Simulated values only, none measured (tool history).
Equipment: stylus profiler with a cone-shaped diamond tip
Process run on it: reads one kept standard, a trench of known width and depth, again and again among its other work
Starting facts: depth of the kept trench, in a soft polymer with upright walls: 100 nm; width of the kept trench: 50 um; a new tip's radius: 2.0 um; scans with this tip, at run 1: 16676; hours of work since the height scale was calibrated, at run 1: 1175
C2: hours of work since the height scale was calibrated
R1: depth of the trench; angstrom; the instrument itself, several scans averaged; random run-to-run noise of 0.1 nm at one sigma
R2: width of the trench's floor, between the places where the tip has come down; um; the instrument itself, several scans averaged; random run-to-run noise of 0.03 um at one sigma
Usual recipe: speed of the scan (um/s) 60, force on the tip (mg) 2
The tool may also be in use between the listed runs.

{"run": 1, "day": 0.0, "speed of the scan (um/s)": 60, "force on the tip (mg)": 2, "scans with this tip": 16676, "C2": 1175, "R1": 1015.3, "R2": 48.06}
{"run": 2, "day": 0.338, "speed of the scan (um/s)": 60, "force on the tip (mg)": 2, "scans with this tip": 16727, "C2": 1179, "R1": 1013.8, "R2": 48.06}
{"run": 3, "day": 0.921, "speed of the scan (um/s)": 60, "force on the tip (mg)": 2, "scans with this tip": 16815, "C2": 1185, "R1": 1013.5, "R2": 48.05}
{"run": 4, "day": 1.571, "speed of the scan (um/s)": 60, "force on the tip (mg)": 2, "scans with this tip": 16913, "C2": 1192, "R1": 1015, "R2": 48.08}
{"run": 5, "day": 1.862, "speed of the scan (um/s)": 60, "force on the tip (mg)": 2, "scans with this tip": 16957, "C2": 1195, "R1": 1016, "R2": 47.96}
{"run": 6, "day": 2.467, "speed of the scan (um/s)": 60, "force on the tip (mg)": 2, "scans with this tip": 17049, "C2": 1202, "R1": 1014.1, "R2": 48.06}
{"run": 7, "day": 2.8, "speed of the scan (um/s)": 60, "force on the tip (mg)": 2, "scans with this tip": 17099, "C2": 1205, "R1": 1016.8, "R2": 48.03}
{"run": 8, "day": 3.062, "speed of the scan (um/s)": 60, "force on the tip (mg)": 2, "scans with this tip": 17139, "C2": 1208, "R1": 1014.3, "R2": 48.04}
{"run": 9, "day": 3.7, "speed of the scan (um/s)": 60, "force on the tip (mg)": 2, "scans with this tip": 17235, "C2": 1215, "R1": 1014.5, "R2": 47.98}
{"run": 10, "day": 4.062, "speed of the scan (um/s)": 60, "force on the tip (mg)": 2, "scans with this tip": 17290, "C2": 1219, "R1": 1014.3, "R2": 48}
{"run": 11, "day": 4.358, "speed of the scan (um/s)": 60, "force on the tip (mg)": 5.74, "scans with this tip": 17335, "C2": 1222, "R1": 1025.9, "R2": 48.16}
{"run": 12, "day": 4.804, "speed of the scan (um/s)": 60, "force on the tip (mg)": 5.74, "scans with this tip": 17402, "C2": 1227, "R1": 1025.9, "R2": 48.13}
{"run": 13, "day": 5.333, "speed of the scan (um/s)": 60, "force on the tip (mg)": 5.74, "scans with this tip": 17482, "C2": 1232, "R1": 1026.6, "R2": 48.19}
{"run": 14, "day": 5.721, "speed of the scan (um/s)": 60, "force on the tip (mg)": 0.82, "scans with this tip": 17541, "C2": 1236, "R1": 1007.5, "R2": 47.83}
{"run": 15, "day": 6.25, "speed of the scan (um/s)": 60, "force on the tip (mg)": 2, "scans with this tip": 17621, "C2": 1242, "R1": 1014.8, "R2": 48.02}
{"run": 16, "day": 6.717, "speed of the scan (um/s)": 60, "force on the tip (mg)": 2, "scans with this tip": 17692, "C2": 1247, "R1": 1016, "R2": 48}
{"run": 17, "day": 7.358, "speed of the scan (um/s)": 60, "force on the tip (mg)": 2, "scans with this tip": 17789, "C2": 1254, "R1": 1014.5, "R2": 48}
{"run": 18, "day": 7.933, "speed of the scan (um/s)": 60, "force on the tip (mg)": 2, "scans with this tip": 17876, "C2": 1260, "R1": 1015.2, "R2": 48.04}
{"run": 19, "day": 8.438, "speed of the scan (um/s)": 60, "force on the tip (mg)": 2, "scans with this tip": 17952, "C2": 1265, "R1": 1016.2, "R2": 48.03}
{"run": 20, "day": 8.821, "speed of the scan (um/s)": 60, "force on the tip (mg)": 2.05, "scans with this tip": 18010, "C2": 1269, "R1": 1014.9, "R2": 48.09}
{"run": 21, "day": 9.354, "speed of the scan (um/s)": 60, "force on the tip (mg)": 2.05, "scans with this tip": 18091, "C2": 1275, "R1": 1013.4, "R2": 47.98}
{"run": 22, "day": 9.629, "speed of the scan (um/s)": 60, "force on the tip (mg)": 2.05, "scans with this tip": 18132, "C2": 1278, "R1": 1013.5, "R2": 47.95}
{"run": 23, "day": 10.121, "speed of the scan (um/s)": 60, "force on the tip (mg)": 2.05, "scans with this tip": 18207, "C2": 1283, "R1": 1015.6, "R2": 47.95}
{"run": 24, "day": 10.75, "speed of the scan (um/s)": 57, "force on the tip (mg)": 5.1, "scans with this tip": 18302, "C2": 1290, "R1": 1025.6, "R2": 48.15}
{"run": 25, "day": 11.379, "speed of the scan (um/s)": 57, "force on the tip (mg)": 5.1, "scans with this tip": 18397, "C2": 1297, "R1": 1024.4, "R2": 48.14}
{"run": 26, "day": 11.958, "speed of the scan (um/s)": 32, "force on the tip (mg)": 0.68, "scans with this tip": 18485, "C2": 1303, "R1": 1007, "R2": 47.98}
{"run": 27, "day": 12.283, "speed of the scan (um/s)": 60, "force on the tip (mg)": 2.95, "scans with this tip": 18534, "C2": 1306, "R1": 1017.5, "R2": 48.04}
{"run": 28, "day": 12.846, "speed of the scan (um/s)": 36, "force on the tip (mg)": 0.78, "scans with this tip": 18619, "C2": 1312, "R1": 1010.1, "R2": 47.95}
{"run": 29, "day": 13.375, "speed of the scan (um/s)": 36, "force on the tip (mg)": 0.78, "scans with this tip": 18699, "C2": 1318, "R1": 1008.8, "R2": 47.98}
{"run": 30, "day": 13.662, "speed of the scan (um/s)": 36, "force on the tip (mg)": 0.78, "scans with this tip": 18742, "C2": 1321, "R1": 1009.3, "R2": 48.01}
{"run": 31, "day": 14.088, "speed of the scan (um/s)": 34, "force on the tip (mg)": 2.04, "scans with this tip": 18807, "C2": 1326, "R1": 1014.8, "R2": 48.07}
{"run": 32, "day": 14.612, "speed of the scan (um/s)": 60, "force on the tip (mg)": 2.55, "scans with this tip": 18886, "C2": 1331, "R1": 1019.1, "R2": 48.03}
{"run": 33, "day": 14.946, "speed of the scan (um/s)": 135, "force on the tip (mg)": 2.55, "scans with this tip": 18937, "C2": 1335, "R1": 1017.7, "R2": 47.66}
{"run": 34, "day": 15.325, "speed of the scan (um/s)": 135, "force on the tip (mg)": 2.55, "scans with this tip": 18994, "C2": 1339, "R1": 1019, "R2": 47.72}
{"run": 35, "day": 15.908, "speed of the scan (um/s)": 68, "force on the tip (mg)": 1.08, "scans with this tip": 19082, "C2": 1345, "R1": 1011.3, "R2": 47.84}
{"run": 36, "day": 16.292, "speed of the scan (um/s)": 50, "force on the tip (mg)": 2, "scans with this tip": 19140, "C2": 1349, "R1": 1014.4, "R2": 48.02}
{"run": 37, "day": 16.688, "speed of the scan (um/s)": 203, "force on the tip (mg)": 1.73, "scans with this tip": 19200, "C2": 1353, "R1": 1013.8, "R2": 47.2}
{"run": 38, "day": 17.067, "speed of the scan (um/s)": 135, "force on the tip (mg)": 3.32, "scans with this tip": 19258, "C2": 1357, "R1": 1019.6, "R2": 47.75}
{"run": 39, "day": 17.662, "speed of the scan (um/s)": 135, "force on the tip (mg)": 3.32, "scans with this tip": 19347, "C2": 1364, "R1": 1020, "R2": 47.75}
{"run": 40, "day": 18.325, "speed of the scan (um/s)": 76, "force on the tip (mg)": 3.92, "scans with this tip": 19448, "C2": 1371, "R1": 1023, "R2": 47.94}
{"run": 41, "day": 18.812, "speed of the scan (um/s)": 76, "force on the tip (mg)": 3.92, "scans with this tip": 19521, "C2": 1376, "R1": 1021.6, "R2": 48.06}
{"run": 42, "day": 19.233, "speed of the scan (um/s)": 76, "force on the tip (mg)": 3.92, "scans with this tip": 19585, "C2": 1380, "R1": 1020.9, "R2": 48.02}
{"run": 43, "day": 19.767, "speed of the scan (um/s)": 29, "force on the tip (mg)": 2.97, "scans with this tip": 19666, "C2": 1386, "R1": 1017.6, "R2": 48.15}
{"run": 44, "day": 20.342, "speed of the scan (um/s)": 55, "force on the tip (mg)": 1.28, "scans with this tip": 19753, "C2": 1392, "R1": 1012.3, "R2": 47.94}

Each row is a separate what-if for the run after 44, all from the same tool condition, not one after another. Results?
{"run": "A", "day": 20.854, "speed of the scan (um/s)": 127, "force on the tip (mg)": 1.8, "scans with this tip": 19830, "C2": 1398, "R1": "?", "R2": "?"}
{"run": "B", "day": 20.854, "speed of the scan (um/s)": 146, "force on the tip (mg)": 2.44, "scans with this tip": 19830, "C2": 1398, "R1": "?", "R2": "?"}
{"run": "C", "day": 20.854, "speed of the scan (um/s)": 144, "force on the tip (mg)": 1.89, "scans with this tip": 19830, "C2": 1398, "R1": "?", "R2": "?"}
{"run": "D", "day": 20.854, "speed of the scan (um/s)": 49, "force on the tip (mg)": 1.39, "scans with this tip": 19830, "C2": 1398, "R1": "?", "R2": "?"}
{"run": "E", "day": 20.854, "speed of the scan (um/s)": 19, "force on the tip (mg)": 2.88, "scans with this tip": 19830, "C2": 1398, "R1": "?", "R2": "?"}

run=A R1=1014.6 R2=47.57
run=B R1=1018.2 R2=47.55
run=C R1=1014.7 R2=47.5
run=D R1=1013.2 R2=47.99
run=E R1=1017.7 R2=48.15
Without the tool's unlogged condition, the same runs would have read:
run=A R1=1010.8 R2=48.06
run=B R1=1014.5 R2=48.04
run=C R1=1010.9 R2=47.99
run=D R1=1009.5 R2=48.48
run=E R1=1013.9 R2=48.65
